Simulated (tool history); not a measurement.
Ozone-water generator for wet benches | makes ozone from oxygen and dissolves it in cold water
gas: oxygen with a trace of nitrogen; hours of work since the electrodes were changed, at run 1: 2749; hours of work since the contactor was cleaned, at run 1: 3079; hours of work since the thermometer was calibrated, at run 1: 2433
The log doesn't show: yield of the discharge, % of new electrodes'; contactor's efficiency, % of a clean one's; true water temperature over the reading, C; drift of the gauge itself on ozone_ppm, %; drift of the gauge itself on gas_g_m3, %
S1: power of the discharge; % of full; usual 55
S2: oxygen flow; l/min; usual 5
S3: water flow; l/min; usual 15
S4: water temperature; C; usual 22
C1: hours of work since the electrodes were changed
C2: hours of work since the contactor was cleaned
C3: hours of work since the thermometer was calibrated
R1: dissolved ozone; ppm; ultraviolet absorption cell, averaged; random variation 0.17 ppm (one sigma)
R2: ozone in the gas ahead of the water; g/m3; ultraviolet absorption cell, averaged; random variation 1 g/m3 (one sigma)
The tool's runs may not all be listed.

| run | day | S1 | S2 | S3 | S4 | C1 | C2 | C3 | R1 | R2 |
|---|---|---|---|---|---|---|---|---|---|---|
| 1 | 0 | 55 | 5 | 15 | 22 | 2749 | 3079 | 2433 | 22.2 | 178.7 |
| 2 | 6.033 | 85 | 5 | 15 | 22 | 2853 | 3183 | 2536 | 30.8 | 243.4 |
| 3 | 12.75 | 85 | 5 | 15 | 22 | 2967 | 3297 | 2651 | 31 | 243.8 |
|  | 19.246 | water thermometer calibrated |
| 4 | 19.45 | 55 | 5 | 22 | 22 | 3082 | 3412 | 4 | 17.4 | 177.2 |
| 5 | 22.821 | 55 | 5 | 15 | 22 | 3139 | 3469 | 61 | 22.1 | 175.1 |
| 6 | 28.833 | 55 | 5 | 15 | 22 | 3242 | 3572 | 164 | 22.2 | 175.1 |
| 7 | 35.079 | 55 | 5 | 15 | 22 | 3349 | 3679 | 271 | 22.2 | 174.8 |
| 8 | 41.175 | 55 | 5 | 15 | 22 | 3453 | 3783 | 375 | 22 | 175.2 |
| 9 | 46.404 | 55 | 5 | 15 | 22 | 3542 | 3872 | 464 | 22 | 174 |
| 10 | 50.308 | 55 | 5 | 15 | 28 | 3609 | 3939 | 531 | 19.9 | 174.3 |
| 11 | 56.058 | 55 | 5 | 15 | 28 | 3707 | 4037 | 629 | 20 | 174 |
| 12 | 61.575 | 57 | 5 | 15 | 22 | 3802 | 4132 | 724 | 22.7 | 177.4 |
| 13 | 65.425 | 57 | 5 | 15 | 22 | 3868 | 4198 | 790 | 23 | 178.2 |
| 14 | 71.988 | 57 | 5 | 15 | 22 | 3980 | 4310 | 902 | 22.6 | 177.4 |
| 15 | 75.896 | 68 | 5 | 15 | 22 | 4047 | 4377 | 969 | 25.5 | 202.9 |
| 16 | 78.942 | 55 | 2.82 | 15 | 25 | 4099 | 4429 | 1021 | 21.5 | 244.4 |
| 17 | 81.958 | 55 | 2.82 | 15 | 25 | 4150 | 4480 | 1072 | 21.7 | 240.8 |
| 18 | 88.196 | 48 | 2.82 | 15 | 25 | 4257 | 4587 | 1179 | 19.5 | 219.3 |
| 19 | 91.242 | 48 | 5.52 | 15 | 14 | 4309 | 4639 | 1231 | 22.1 | 147.8 |
| 20 | 95.771 | 48 | 5.52 | 15 | 14 | 4386 | 4716 | 1308 | 22.3 | 147.1 |
| 21 | 99.633 | 50 | 5 | 17 | 15 | 4452 | 4782 | 1374 | 20.7 | 160.6 |
| 22 | 106.55 | 50 | 5 | 17 | 15 | 4571 | 4901 | 1493 | 20.8 | 159.5 |
| 23 | 111.933 | 50 | 5.11 | 15 | 22 | 4663 | 4993 | 1585 | 19.9 | 158 |
| 24 | 116.475 | 93 | 4.98 | 10 | 26 | 4740 | 5070 | 1662 | 36 | 250.6 |
| 25 | 121.162 | 93 | 4.98 | 10 | 26 | 4820 | 5150 | 1742 | 35.9 | 250.6 |
| 26 | 124.862 | 97 | 4.2 | 12 | 16 | 4884 | 5214 | 1806 | 41.4 | 283.1 |
|  | 126.342 | contactor cleaned |
| 27 | 129.417 | 97 | 4.2 | 12 | 16 | 4959 | 53 | 1881 | 42.9 | 280.6 |

Forecast each of these 3 alternatives for the next run:
| A | 134.646 | 96 | 4.2 | 12 | 14 | 5048 | 142 | 1970 | ? | ? |
| B | 134.646 | 99 | 5.2 | 15 | 16 | 5048 | 142 | 1970 | ? | ? |
| C | 134.646 | 94 | 4.42 | 12 | 26 | 5048 | 142 | 1970 | ? | ? |

| run | R1 | R2 |
|---|---|---|
| A | 43.2 | 281.1 |
| B | 36.9 | 254.1 |
| C | 34.5 | 268.8 |
Without the tool's hidden state the same runs would have given:
| run | R1 | R2 |
|---|---|---|
| A | 48.6 | 315 |
| B | 41.5 | 285.4 |
| C | 38.8 | 300.8 |

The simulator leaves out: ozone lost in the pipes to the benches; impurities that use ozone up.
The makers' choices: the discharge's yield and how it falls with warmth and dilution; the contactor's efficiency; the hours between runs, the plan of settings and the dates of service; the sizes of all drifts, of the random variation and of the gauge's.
